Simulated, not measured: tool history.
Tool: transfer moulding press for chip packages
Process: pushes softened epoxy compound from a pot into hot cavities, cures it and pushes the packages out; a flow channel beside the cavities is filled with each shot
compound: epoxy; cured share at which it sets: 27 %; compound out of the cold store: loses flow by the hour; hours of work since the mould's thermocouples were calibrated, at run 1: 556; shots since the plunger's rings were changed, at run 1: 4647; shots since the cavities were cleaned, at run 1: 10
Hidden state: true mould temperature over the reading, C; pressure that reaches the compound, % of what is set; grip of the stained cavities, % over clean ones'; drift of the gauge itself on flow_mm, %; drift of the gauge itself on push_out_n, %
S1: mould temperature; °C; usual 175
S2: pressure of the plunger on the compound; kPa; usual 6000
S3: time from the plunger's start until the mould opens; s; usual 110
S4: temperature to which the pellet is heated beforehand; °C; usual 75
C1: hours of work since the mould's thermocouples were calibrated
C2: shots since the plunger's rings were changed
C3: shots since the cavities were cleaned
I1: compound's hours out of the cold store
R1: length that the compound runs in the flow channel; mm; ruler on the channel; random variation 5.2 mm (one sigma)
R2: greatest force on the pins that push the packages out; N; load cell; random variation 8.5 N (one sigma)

Run 1, hour 0.0: usual settings; C1 556; C2 4647; C3 10; I1 30.8. Result: R1 577 mm, R2 370 N.
At hour 45.7: cavities cleaned with cleaning compound and waxed.
At hour 76.6: plunger's sealing rings changed.
Run 2, hour 76.6: usual settings; C1 610; C2 0; C3 332; I1 31.4. Result: R1 579 mm, R2 385 N.
At hour 91.4: cavities cleaned with cleaning compound and waxed.
Run 3, hour 123.2: usual settings; C1 645; C2 526; C3 371; I1 26.8. Result: R1 586 mm, R2 374 N.
At hour 136.6: cavities cleaned with cleaning compound and waxed.
Run 4, hour 166.5: usual settings but S2 6190 kPa; C1 676; C2 1015; C3 349; I1 17.6. Result: R1 628 mm, R2 382 N.
At hour 185.7: cavities cleaned with cleaning compound and waxed.
At hour 228.0: cavities cleaned with cleaning compound and waxed.
Run 5, hour 228.0: usual settings but S2 6190 kPa; C1 721; C2 1698; C3 0; I1 12.5. Result: R1 644 mm, R2 386 N.
At hour 273.7: cavities cleaned with cleaning compound and waxed.
Run 6, hour 300.1: usual settings but S3 135 s; C1 774; C2 2523; C3 309; I1 33.3. Result: R1 566 mm, R2 355 N.
At hour 319.9: cavities cleaned with cleaning compound and waxed.
At hour 368.5: cavities cleaned with cleaning compound and waxed.
At hour 388.6: mould's thermocouples calibrated.
Run 7, hour 404.3: usual settings but S3 135 s; C1 12; C2 3681; C3 395; I1 24.4. Result: R1 607 mm, R2 357 N.
At hour 419.8: cavities cleaned with cleaning compound and waxed.
At hour 469.2: cavities cleaned with cleaning compound and waxed.
Run 8, hour 479.8: usual settings but S3 135 s; C1 67; C2 4528; C3 124; I1 47.6. Result: R1 523 mm, R2 362 N.
At hour 515.7: cavities cleaned with cleaning compound and waxed.
At hour 561.1: cavities cleaned with cleaning compound and waxed.
At hour 568.3: plunger's sealing rings changed.
Run 9, hour 581.5: usual settings but S3 135 s; C1 140; C2 154; C3 209; I1 20.8. Result: R1 603 mm, R2 356 N.
At hour 611.3: cavities cleaned with cleaning compound and waxed.
At hour 654.1: cavities cleaned with cleaning compound and waxed.
Run 10, hour 685.2: usual settings but S3 135 s, S4 65 °C; C1 216; C2 1330; C3 363; I1 29.0. Result: R1 574 mm, R2 367 N.
At hour 698.3: cavities cleaned with cleaning compound and waxed.
At hour 741.5: cavities cleaned with cleaning compound and waxed.
Run 11, hour 750.2: usual settings but S3 135 s, S4 65 °C; C1 263; C2 2054; C3 102; I1 22.5. Result: R1 605 mm, R2 347 N.
At hour 791.8: cavities cleaned with cleaning compound and waxed.
At hour 834.7: cavities cleaned with cleaning compound and waxed.
Run 12, hour 851.5: usual settings but S3 135 s, S4 65 °C; C1 337; C2 3203; C3 197; I1 32.5. Result: R1 574 mm, R2 360 N.
At hour 883.4: cavities cleaned with cleaning compound and waxed.
Run 13, hour 905.3: usual settings but S1 176 °C, S2 6850 kPa, S3 140 s, S4 65 °C; C1 377; C2 3813; C3 256; I1 37.9. Result: R1 590 mm, R2 349 N.
At hour 933.8: cavities cleaned with cleaning compound and waxed.
At hour 976.3: cavities cleaned with cleaning compound and waxed.
Run 14, hour 1003.9: usual settings but S1 176 °C, S2 6850 kPa, S3 132 s, S4 83 °C; C1 449; C2 4930; C3 323; I1 19.7. Result: R1 647 mm, R2 351 N.
At hour 1023.5: cavities cleaned with cleaning compound and waxed.
At hour 1055.1: plunger's sealing rings changed.
At hour 1068.8: cavities cleaned with cleaning compound and waxed.
Run 15, hour 1097.3: usual settings but S1 179 °C, S2 6880 kPa, S3 99 s, S4 68 °C; C1 516; C2 475; C3 333; I1 38.5. Result: R1 587 mm, R2 386 N.
At hour 1116.7: cavities cleaned with cleaning compound and waxed.
At hour 1163.6: cavities cleaned with cleaning compound and waxed.
Run 16, hour 1168.0: usual settings but S1 168 °C, S2 5590 kPa, S3 146 s, S4 71 °C; C1 567; C2 1265; C3 51; I1 40.6. Result: R1 531 mm, R2 371 N.
At hour 1210.5: cavities cleaned with cleaning compound and waxed.
Run 17, hour 1216.5: usual settings but S1 168 °C, S2 6590 kPa, S3 124 s, S4 71 °C; C1 602; C2 1815; C3 71; I1 46.7. Result: R1 560 mm, R2 407 N.
At hour 1255.6: cavities cleaned with cleaning compound and waxed.
At hour 1299.3: cavities cleaned with cleaning compound and waxed.
Run 18, hour 1304.9: usual settings but S1 178 °C, S2 6480 kPa, S3 123 s, S4 71 °C; C1 667; C2 2812; C3 65; I1 38.1. Result: R1 571 mm, R2 346 N.
At hour 1345.0: cavities cleaned with cleaning compound and waxed.
At hour 1387.7: cavities cleaned with cleaning compound and waxed.
Run 19, hour 1410.3: usual settings but S1 167 °C, S2 4740 kPa, S3 103 s; C1 745; C2 4008; C3 264; I1 34.0. Result: R1 508 mm, R2 541 N.
At hour 1430.6: cavities cleaned with cleaning compound and waxed.
At hour 1478.7: cavities cleaned with cleaning compound and waxed.
Run 20, hour 1485.0: usual settings but S1 171 °C, S3 136 s, S4 71 °C; C1 799; C2 4845; C3 74; I1 29.3. Result: R1 588 mm, R2 364 N.
At hour 1526.5: cavities cleaned with cleaning compound and waxed.
At hour 1541.9: mould's thermocouples calibrated.
At hour 1548.9: plunger's sealing rings changed.
Run 21, hour 1549.2: usual settings but S1 171 °C, S2 4840 kPa, S3 104 s, S4 71 °C; C1 4; C2 4; C3 213; I1 25.2. Result: R1 546 mm, R2 455 N.
At hour 1574.3: cavities cleaned with cleaning compound and waxed.
Run 22, hour 1606.5: usual settings but S1 173 °C, S2 7200 kPa, S4 72 °C; C1 46; C2 656; C3 377; I1 33.3. Result: R1 621 mm, R2 382 N.
At hour 1617.4: cavities cleaned with cleaning compound and waxed.
At hour 1661.5: cavities cleaned with cleaning compound and waxed.
Run 23, hour 1702.0: usual settings but S2 7360 kPa, S3 131 s, S4 71 °C; C1 116; C2 1736; C3 473; I1 40.7. Result: R1 600 mm, R2 350 N.
At hour 1712.8: cavities cleaned with cleaning compound and waxed.
At hour 1759.2: cavities cleaned with cleaning compound and waxed.
Run 24, hour 1793.3: usual settings but S2 7360 kPa, S3 131 s, S4 71 °C; C1 183; C2 2767; C3 398; I1 37.5. Result: R1 613 mm, R2 352 N.

Hidden state at the last listed run before each entry between runs and at the first one after, where it differs:
Between runs 1 and 2: cavities cleaned with cleaning compound and waxed (hour 45.7); plunger's sealing rings changed (hour 76.6)
  pressure that reaches the compound, % of what is set: 99.75 -> 100; grip of the stained cavities, % over clean ones': 0.1 -> 1.2
Between runs 2 and 3: cavities cleaned with cleaning compound and waxed (hour 91.4)
  pressure that reaches the compound, % of what is set: 100 -> 99.97; grip of the stained cavities, % over clean ones': 1.2 -> 1.3
Between runs 3 and 4: cavities cleaned with cleaning compound and waxed (hour 136.6)
  pressure that reaches the compound, % of what is set: 99.97 -> 99.95; grip of the stained cavities, % over clean ones': 1.3 -> 1.2
Between runs 4 and 5: cavities cleaned with cleaning compound and waxed (hour 185.7); cavities cleaned with cleaning compound and waxed (hour 228.0)
  true mould temperature over the reading, C: 0.02 -> 0.03; pressure that reaches the compound, % of what is set: 99.95 -> 99.91; grip of the stained cavities, % over clean ones': 1.2 -> 0
Between runs 5 and 6: cavities cleaned with cleaning compound and waxed (hour 273.7)
  pressure that reaches the compound, % of what is set: 99.91 -> 99.86; grip of the stained cavities, % over clean ones': 0 -> 1.2
Between runs 6 and 7: cavities cleaned with cleaning compound and waxed (hour 319.9); cavities cleaned with cleaning compound and waxed (hour 368.5); mould's thermocouples calibrated (hour 388.6)
  true mould temperature over the reading, C: 0.03 -> 0; pressure that reaches the compound, % of what is set: 99.86 -> 99.8; grip of the stained cavities, % over clean ones': 1.2 -> 1.4
Between runs 7 and 8: cavities cleaned with cleaning compound and waxed (hour 419.8); cavities cleaned with cleaning compound and waxed (hour 469.2)
  pressure that reaches the compound, % of what is set: 99.8 -> 99.76; grip of the stained cavities, % over clean ones': 1.4 -> 0.5
Between runs 8 and 9: cavities cleaned with cleaning compound and waxed (hour 515.7); cavities cleaned with cleaning compound and waxed (hour 561.1); plunger's sealing rings changed (hour 568.3)
  true mould temperature over the reading, C: 0 -> 0.01; pressure that reaches the compound, % of what is set: 99.76 -> 99.99; grip of the stained cavities, % over clean ones': 0.5 -> 0.8
Between runs 9 and 10: cavities cleaned with cleaning compound and waxed (hour 611.3); cavities cleaned with cleaning compound and waxed (hour 654.1)
  pressure that reaches the compound, % of what is set: 99.99 -> 99.93; grip of the stained cavities, % over clean ones': 0.8 -> 1.3
Between runs 10 and 11: cavities cleaned with cleaning compound and waxed (hour 698.3); cavities cleaned with cleaning compound and waxed (hour 741.5)
  pressure that reaches the compound, % of what is set: 99.93 -> 99.89; grip of the stained cavities, % over clean ones': 1.3 -> 0.5
Between runs 11 and 12: cavities cleaned with cleaning compound and waxed (hour 791.8); cavities cleaned with cleaning compound and waxed (hour 834.7)
  pressure that reaches the compound, % of what is set: 99.89 -> 99.83; grip of the stained cavities, % over clean ones': 0.5 -> 0.8
Between runs 12 and 13: cavities cleaned with cleaning compound and waxed (hour 883.4)
  pressure that reaches the compound, % of what is set: 99.83 -> 99.8; grip of the stained cavities, % over clean ones': 0.8 -> 0.9
Between runs 13 and 14: cavities cleaned with cleaning compound and waxed (hour 933.8); cavities cleaned with cleaning compound and waxed (hour 976.3)
  true mould temperature over the reading, C: 0.01 -> 0.02; pressure that reaches the compound, % of what is set: 99.8 -> 99.74; grip of the stained cavities, % over clean ones': 0.9 -> 1.3
Between runs 14 and 15: cavities cleaned with cleaning compound and waxed (hour 1023.5); plunger's sealing rings changed (hour 1055.1); cavities cleaned with cleaning compound and waxed (hour 1068.8)
  pressure that reaches the compound, % of what is set: 99.74 -> 99.97; grip of the stained cavities, % over clean ones': 1.3 -> 1.2
Between runs 15 and 16: cavities cleaned with cleaning compound and waxed (hour 1116.7); cavities cleaned with cleaning compound and waxed (hour 1163.6)
  pressure that reaches the compound, % of what is set: 99.97 -> 99.93; grip of the stained cavities, % over clean ones': 1.2 -> 0.3
Between runs 16 and 17: cavities cleaned with cleaning compound and waxed (hour 1210.5)
  pressure that reaches the compound, % of what is set: 99.93 -> 99.9
Between runs 17 and 18: cavities cleaned with cleaning compound and waxed (hour 1255.6); cavities cleaned with cleaning compound and waxed (hour 1299.3)
  pressure that reaches the compound, % of what is set: 99.9 -> 99.86
Between runs 18 and 19: cavities cleaned with cleaning compound and waxed (hour 1345.0); cavities cleaned with cleaning compound and waxed (hour 1387.7)
  true mould temperature over the reading, C: 0.02 -> 0.03; pressure that reaches the compound, % of what is set: 99.86 -> 99.79; grip of the stained cavities, % over clean ones': 0.3 -> 0.9
Between runs 19 and 20: cavities cleaned with cleaning compound and waxed (hour 1430.6); cavities cleaned with cleaning compound and waxed (hour 1478.7)
  pressure that reaches the compound, % of what is set: 99.79 -> 99.75; grip of the stained cavities, % over clean ones': 0.9 -> 0.4
Between runs 20 and 21: cavities cleaned with cleaning compound and waxed (hour 1526.5); mould's thermocouples calibrated (hour 1541.9); plunger's sealing rings changed (hour 1548.9)
  true mould temperature over the reading, C: 0.03 -> 0; pressure that reaches the compound, % of what is set: 99.75 -> 100; grip of the stained cavities, % over clean ones': 0.4 -> 0.9
Between runs 21 and 22: cavities cleaned with cleaning compound and waxed (hour 1574.3)
  pressure that reaches the compound, % of what is set: 100 -> 99.97; grip of the stained cavities, % over clean ones': 0.9 -> 1.4
Between runs 22 and 23: cavities cleaned with cleaning compound and waxed (hour 1617.4); cavities cleaned with cleaning compound and waxed (hour 1661.5)
  pressure that reaches the compound, % of what is set: 99.97 -> 99.91; grip of the stained cavities, % over clean ones': 1.4 -> 1.6
Between runs 23 and 24: cavities cleaned with cleaning compound and waxed (hour 1712.8); cavities cleaned with cleaning compound and waxed (hour 1759.2)
  pressure that reaches the compound, % of what is set: 99.91 -> 99.86; grip of the stained cavities, % over clean ones': 1.6 -> 1.3

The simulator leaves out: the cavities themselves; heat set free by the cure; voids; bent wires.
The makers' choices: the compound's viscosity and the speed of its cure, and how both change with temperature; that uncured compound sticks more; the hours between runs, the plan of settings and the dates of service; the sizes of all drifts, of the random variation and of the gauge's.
